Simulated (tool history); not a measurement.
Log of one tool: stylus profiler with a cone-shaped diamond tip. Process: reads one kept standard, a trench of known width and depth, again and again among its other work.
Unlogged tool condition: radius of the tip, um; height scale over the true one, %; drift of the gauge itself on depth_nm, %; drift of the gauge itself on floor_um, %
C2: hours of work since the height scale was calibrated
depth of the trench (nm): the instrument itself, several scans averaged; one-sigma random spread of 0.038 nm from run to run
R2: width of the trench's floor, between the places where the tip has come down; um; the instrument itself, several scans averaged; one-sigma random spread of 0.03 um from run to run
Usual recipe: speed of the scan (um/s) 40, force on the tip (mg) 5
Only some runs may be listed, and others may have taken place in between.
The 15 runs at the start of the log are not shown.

{"run": 16, "hour": 743.3, "speed of the scan (um/s)": 40, "force on the tip (mg)": 5, "scans with this tip": 7852, "C2": 1359, "depth of the trench (nm)": 102.02, "R2": 18.14}
{"run": 17, "hour": 788.4, "speed of the scan (um/s)": 40, "force on the tip (mg)": 5, "scans with this tip": 8026, "C2": 1390, "depth of the trench (nm)": 101.95, "R2": 18.15}
{"run": 18, "hour": 844.0, "speed of the scan (um/s)": 40, "force on the tip (mg)": 3.42, "scans with this tip": 8242, "C2": 1427, "depth of the trench (nm)": 101.56, "R2": 18.08}
{"run": 19, "hour": 887.1, "speed of the scan (um/s)": 40, "force on the tip (mg)": 3.42, "scans with this tip": 8409, "C2": 1456, "depth of the trench (nm)": 101.57, "R2": 18.12}
{"run": 20, "hour": 937.8, "speed of the scan (um/s)": 40, "force on the tip (mg)": 3.42, "scans with this tip": 8605, "C2": 1490, "depth of the trench (nm)": 101.65, "R2": 18.09}
{"run": 21, "hour": 1002.0, "speed of the scan (um/s)": 40, "force on the tip (mg)": 5, "scans with this tip": 8854, "C2": 1533, "depth of the trench (nm)": 101.99, "R2": 18.12}
{"run": 22, "hour": 1041.0, "speed of the scan (um/s)": 12, "force on the tip (mg)": 5, "scans with this tip": 9006, "C2": 1559, "depth of the trench (nm)": 102.1, "R2": 18.17}
{"run": 23, "hour": 1076.0, "speed of the scan (um/s)": 12, "force on the tip (mg)": 5, "scans with this tip": 9141, "C2": 1583, "depth of the trench (nm)": 102.02, "R2": 18.2}
{"run": 24, "hour": 1116.0, "speed of the scan (um/s)": 19, "force on the tip (mg)": 12.84, "scans with this tip": 9296, "C2": 1610, "depth of the trench (nm)": 103.56, "R2": 18.13}
{"run": 25, "hour": 1167.5, "speed of the scan (um/s)": 19, "force on the tip (mg)": 12.84, "scans with this tip": 9496, "C2": 1644, "depth of the trench (nm)": 103.59, "R2": 18.11}
{"run": 26, "hour": 1231.0, "speed of the scan (um/s)": 19, "force on the tip (mg)": 12.84, "scans with this tip": 9742, "C2": 1687, "depth of the trench (nm)": 103.51, "R2": 18.09}

What will run 27 give?
{"run": 27, "hour": 1291.0, "speed of the scan (um/s)": 19, "force on the tip (mg)": 12.84, "scans with this tip": 9974, "C2": 1727, "depth of the trench (nm)": "?", "R2": "?"}

depth of the trench (nm): 103.59
R2: 18.13 um
On a tool with no hidden condition, and with the same random variation, this run would have come out at depth of the trench (nm) 103.28, R2 18.62 um.

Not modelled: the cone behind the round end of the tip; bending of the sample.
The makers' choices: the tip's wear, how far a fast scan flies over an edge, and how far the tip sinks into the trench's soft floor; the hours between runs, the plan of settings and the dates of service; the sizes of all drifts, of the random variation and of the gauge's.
